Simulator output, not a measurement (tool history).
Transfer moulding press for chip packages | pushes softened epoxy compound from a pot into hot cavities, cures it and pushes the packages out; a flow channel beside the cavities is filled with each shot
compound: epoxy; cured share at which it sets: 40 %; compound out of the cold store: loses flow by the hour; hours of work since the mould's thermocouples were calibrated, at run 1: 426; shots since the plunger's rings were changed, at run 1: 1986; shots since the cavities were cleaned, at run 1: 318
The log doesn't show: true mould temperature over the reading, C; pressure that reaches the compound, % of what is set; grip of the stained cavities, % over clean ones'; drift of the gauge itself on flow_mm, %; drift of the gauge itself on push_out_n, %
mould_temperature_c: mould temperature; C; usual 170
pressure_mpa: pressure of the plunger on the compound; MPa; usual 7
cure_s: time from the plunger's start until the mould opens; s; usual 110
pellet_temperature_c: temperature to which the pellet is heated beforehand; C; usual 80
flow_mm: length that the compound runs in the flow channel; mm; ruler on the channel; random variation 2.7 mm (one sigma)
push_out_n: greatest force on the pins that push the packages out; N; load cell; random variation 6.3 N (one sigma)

run,hour,mould_temperature_c,pressure_mpa,cure_s,pellet_temperature_c,hours of work since the mould's thermocouples were calibrated,shots since the plunger's rings were changed,shots since the cavities were cleaned,incoming compound's hours out of the cold store,flow_mm,push_out_n
1,0,170,7,110,80,426,1986,318,15.8,854,302
2,10.1,170,7.62,110,80,432,2083,415,22.2,866,331
# hour 15.1: cavities cleaned with cleaning compound and waxed
3,21.9,170,7,110,71,438,2182,65,23.1,830,256
4,30.5,170,7,110,71,444,2265,148,37.2,794,287
5,43.6,170,8.69,110,71,452,2391,274,12,953,335
6,52.4,170,8.69,92,71,457,2476,359,35.8,883,427
# hour 63.9: cavities cleaned with cleaning compound and waxed
7,67.4,170,7,110,80,466,2606,34,30.5,805,244
8,83.3,170,7,110,80,476,2759,187,40,782,286
9,95.7,170,7,110,80,484,2878,306,27.9,808,304
10,107.5,170,7,127,80,491,2992,420,41.1,777,312
# hour 113.8: plunger's sealing rings changed
# hour 115.3: cavities cleaned with cleaning compound and waxed
11,124.7,170,7,110,72,499,90,90,43.9,791,257
12,139.2,170,7,110,72,508,231,231,31.7,825,313
13,151.5,170,7,110,80,516,349,349,23.8,836,329
14,161,170,7,110,80,522,440,440,22.1,847,350
# hour 164.1: cavities cleaned with cleaning compound and waxed
15,176.3,170,7,110,80,531,573,117,10.4,871,270
16,183.8,172,7,135,88,535,645,189,30.8,810,245
17,193.5,172,6.23,108,77,541,738,282,18.2,801,302
18,208.2,172,6.45,110,80,551,880,424,31.6,780,327
# hour 212.3: cavities cleaned with cleaning compound and waxed
19,225.8,172,6.45,110,80,561,1035,130,24.1,798,255
20,233,172,6.45,110,80,565,1105,200,42.6,751,281
# hour 236.7: mould's thermocouples calibrated
21,243.4,172,6.45,110,80,4,1185,280,31.5,776,282
22,256.7,172,6.45,110,80,13,1313,408,30.3,779,316

Run 23 comes next. What will it give?
# hour 262.4: cavities cleaned with cleaning compound and waxed
23,275.7,172,6.45,110,80,23,1482,128,13.2,?,?

Run 23 gave flow_mm 823 mm, push_out_n 255 N.
Without the tool's hidden state the same run would have given flow_mm 842 mm, push_out_n 223 N.

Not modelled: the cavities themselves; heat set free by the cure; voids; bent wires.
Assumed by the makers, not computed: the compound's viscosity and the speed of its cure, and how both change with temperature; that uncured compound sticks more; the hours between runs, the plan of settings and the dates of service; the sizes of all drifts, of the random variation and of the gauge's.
